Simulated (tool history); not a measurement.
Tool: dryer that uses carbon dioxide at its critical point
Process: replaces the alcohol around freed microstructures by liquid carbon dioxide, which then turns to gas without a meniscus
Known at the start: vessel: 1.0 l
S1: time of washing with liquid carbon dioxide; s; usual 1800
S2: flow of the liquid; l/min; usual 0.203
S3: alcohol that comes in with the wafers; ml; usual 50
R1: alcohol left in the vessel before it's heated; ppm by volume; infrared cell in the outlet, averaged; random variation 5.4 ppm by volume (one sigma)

| run | day | S1 | S2 | S3 | R1 |
|---|---|---|---|---|---|
| 1 | 0 | 1800 | 0.203 | 50 | 189 |
| 2 | 0.946 | 1800 | 0.203 | 50 | 195 |
| 3 | 2.938 | 1800 | 0.203 | 93 | 388 |
| 4 | 3.942 | 1800 | 0.203 | 93 | 375 |
| 5 | 4.838 | 1800 | 0.203 | 51 | 224 |
| 6 | 6.771 | 1800 | 0.203 | 56 | 254 |
| 7 | 8.008 | 1800 | 0.203 | 56 | 265 |
| 8 | 9.846 | 1800 | 0.203 | 56 | 288 |
|  | 11.483 | inlet filter changed |
| 9 | 11.971 | 1800 | 0.203 | 56 | 186 |
| 10 | 13.204 | 2820 | 0.203 | 50 | 30 |
| 11 | 15.033 | 2820 | 0.203 | 70 | 42 |
| 12 | 16.012 | 2520 | 0.323 | 21 | 27 |
| 13 | 18.146 | 1740 | 0.203 | 78 | 341 |
| 14 | 19.546 | 1380 | 0.203 | 78 | 1015 |

5 ways to go on from here, each from the tool as it stands after run 14. What would each give?
| A | 20.608 | 1680 | 0.185 | 21 | ? |
| B | 20.608 | 1140 | 0.203 | 25 | ? |
| C | 20.608 | 2820 | 0.267 | 64 | ? |
| D | 20.608 | 1800 | 0.203 | 86 | ? |
| E | 20.608 | 1260 | 0.131 | 26 | ? |

| run | R1 |
|---|---|
| A | 207 |
| B | 715 |
| C | 50 |
| D | 325 |
| E | 2178 |
Without the tool's hidden state the same runs would have given:
| run | R1 |
|---|---|
| A | 138 |
| B | 580 |
| C | 8 |
| D | 223 |
| E | 1929 |
